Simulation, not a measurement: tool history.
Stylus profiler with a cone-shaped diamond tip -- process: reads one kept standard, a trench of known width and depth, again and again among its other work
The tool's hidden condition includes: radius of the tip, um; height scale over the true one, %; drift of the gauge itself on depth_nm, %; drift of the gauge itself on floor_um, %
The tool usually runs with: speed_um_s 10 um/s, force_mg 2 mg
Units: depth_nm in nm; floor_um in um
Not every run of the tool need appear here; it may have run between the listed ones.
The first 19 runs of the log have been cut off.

| run | day | speed_um_s | force_mg | scans with this tip | hours of work since the height scale was calibrated | depth_nm | floor_um |
|---|---|---|---|---|---|---|---|
| 20 | 26.475 | 9 | 2.92 | 7593 | 729 | 101.31 | 17.33 |
| 21 | 27.725 | 9 | 2.92 | 7777 | 747 | 101.37 | 17.28 |
| 22 | 29.421 | 4 | 3.22 | 8028 | 771 | 101.49 | 17.3 |
| 23 | 30.642 | 4 | 3.22 | 8208 | 788 | 101.41 | 17.27 |
|  | 30.779 | height scale calibrated on a step standard |
| 24 | 32.15 | 4 | 1.83 | 8428 | 19 | 100.71 | 17.2 |
| 25 | 33.117 | 3 | 2 | 8570 | 33 | 100.79 | 17.29 |
| 26 | 34.017 | 3 | 5.57 | 8703 | 46 | 101.96 | 17.26 |
| 27 | 35.821 | 5 | 2.93 | 8970 | 72 | 101.12 | 17.22 |
| 28 | 37.758 | 9 | 4.95 | 9255 | 99 | 101.97 | 17.2 |
| 29 | 39.75 | 9 | 4.95 | 9550 | 127 | 101.8 | 17.16 |
|  | 41.038 | height scale calibrated on a step standard, once more |
| 30 | 41.246 | 6 | 1.17 | 9767 | 3 | 100.69 | 17.17 |
| 31 | 42.925 | 6 | 1.17 | 10015 | 27 | 100.76 | 17.1 |
| 32 | 44.467 | 6 | 1.17 | 10242 | 49 | 100.73 | 17.13 |
| 33 | 45.371 | 6 | 1.17 | 10376 | 61 | 100.89 | 17.12 |
| 34 | 46.7 | 10 | 0.86 | 10572 | 80 | 100.64 | 17.09 |
| 35 | 47.996 | 39 | 2.26 | 10763 | 99 | 101.23 | 16.91 |
| 36 | 49.796 | 39 | 2.26 | 11029 | 124 | 101.24 | 16.95 |
| 37 | 50.804 | 5 | 2.35 | 11178 | 138 | 101.15 | 17.11 |

Below are 4 alternative next runs, each starting from the tool's condition after run 37. Predict each:
| A | 52.221 | 3 | 1.63 | 11387 | 159 | ? | ? |
| B | 52.221 | 31 | 2.44 | 11387 | 159 | ? | ? |
| C | 52.221 | 10 | 1.69 | 11387 | 159 | ? | ? |
| D | 52.221 | 15 | 1.38 | 11387 | 159 | ? | ? |

| run | depth_nm | floor_um |
|---|---|---|
| A | 100.92 | 17.13 |
| B | 101.18 | 16.97 |
| C | 101.11 | 17.06 |
| D | 100.86 | 17 |
Stripped of hidden state, with their random variation kept, the same runs would have yielded:
| run | depth_nm | floor_um |
|---|---|---|
| A | 101 | 18.06 |
| B | 101.27 | 17.9 |
| C | 101.2 | 17.99 |
| D | 100.94 | 17.93 |

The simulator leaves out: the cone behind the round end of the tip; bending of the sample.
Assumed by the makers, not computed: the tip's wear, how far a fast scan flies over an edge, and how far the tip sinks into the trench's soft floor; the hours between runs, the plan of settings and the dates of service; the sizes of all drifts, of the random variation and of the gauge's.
